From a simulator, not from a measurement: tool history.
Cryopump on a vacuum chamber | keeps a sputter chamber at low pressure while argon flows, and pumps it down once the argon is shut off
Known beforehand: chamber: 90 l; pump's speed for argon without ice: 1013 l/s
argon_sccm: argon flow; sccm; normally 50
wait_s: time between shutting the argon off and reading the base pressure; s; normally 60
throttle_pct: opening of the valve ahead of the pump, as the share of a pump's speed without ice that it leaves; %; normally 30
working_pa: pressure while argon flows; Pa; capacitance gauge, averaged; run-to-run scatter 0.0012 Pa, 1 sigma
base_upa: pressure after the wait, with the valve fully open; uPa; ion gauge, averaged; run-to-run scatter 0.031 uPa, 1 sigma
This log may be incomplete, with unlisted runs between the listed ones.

| run | hour | argon_sccm | wait_s | throttle_pct | working_pa | base_upa |
|---|---|---|---|---|---|---|
| 1 | 0 | 50 | 60 | 30 | 0.3169 | 3.03 |
|  | 31.2 | pump warmed up, emptied and cooled again |
| 2 | 69.9 | 50 | 60 | 30 | 0.2797 | 2.53 |
| 3 | 105 | 50 | 60 | 30 | 0.282 | 2.61 |
| 4 | 160.4 | 50 | 60 | 34 | 0.2531 | 2.59 |
| 5 | 218 | 50 | 60 | 34 | 0.252 | 2.76 |
| 6 | 282 | 50 | 60 | 34 | 0.2529 | 2.75 |
| 7 | 317.5 | 50 | 60 | 34 | 0.2556 | 2.85 |
| 8 | 363 | 50 | 60 | 30 | 0.2891 | 2.9 |
| 9 | 413.2 | 50 | 60 | 30 | 0.2913 | 2.92 |
| 10 | 471 | 21 | 23 | 15 | 0.2394 | 5.21 |
| 11 | 507 | 21 | 23 | 15 | 0.2381 | 5.15 |
| 12 | 552.4 | 21 | 23 | 15 | 0.2404 | 5.28 |
| 13 | 586.1 | 33 | 200 | 20 | 0.2857 | 2.28 |
| 14 | 644 | 33 | 33 | 20 | 0.2883 | 4.39 |
| 15 | 708.5 | 37 | 33 | 28 | 0.2371 | 4.37 |
| 16 | 737.9 | 50 | 60 | 37 | 0.25 | 3.45 |
| 17 | 793.1 | 50 | 60 | 37 | 0.2495 | 3.59 |

Predict each of these 5 candidate next runs independently; none follows another, all start after run 17:
| A | 844.7 | 34 | 25 | 36 | ? | ? |
| B | 844.7 | 79 | 178 | 25 | ? | ? |
| C | 844.7 | 57 | 44 | 25 | ? | ? |
| D | 844.7 | 50 | 27 | 15 | ? | ? |
| E | 844.7 | 43 | 52 | 37 | ? | ? |

| run | working_pa | base_upa |
|---|---|---|
| A | 0.1768 | 5.36 |
| B | 0.5724 | 2.74 |
| C | 0.408 | 4.11 |
| D | 0.5811 | 5.21 |
| E | 0.2178 | 3.72 |
The same runs, with their run-to-run variation unchanged, on a tool lacking any hidden condition would have given:
| run | working_pa | base_upa |
|---|---|---|
| A | 0.158 | 3.38 |
| B | 0.5287 | 0.75 |
| C | 0.3769 | 2.12 |
| D | 0.5536 | 3.21 |
| E | 0.1941 | 1.77 |
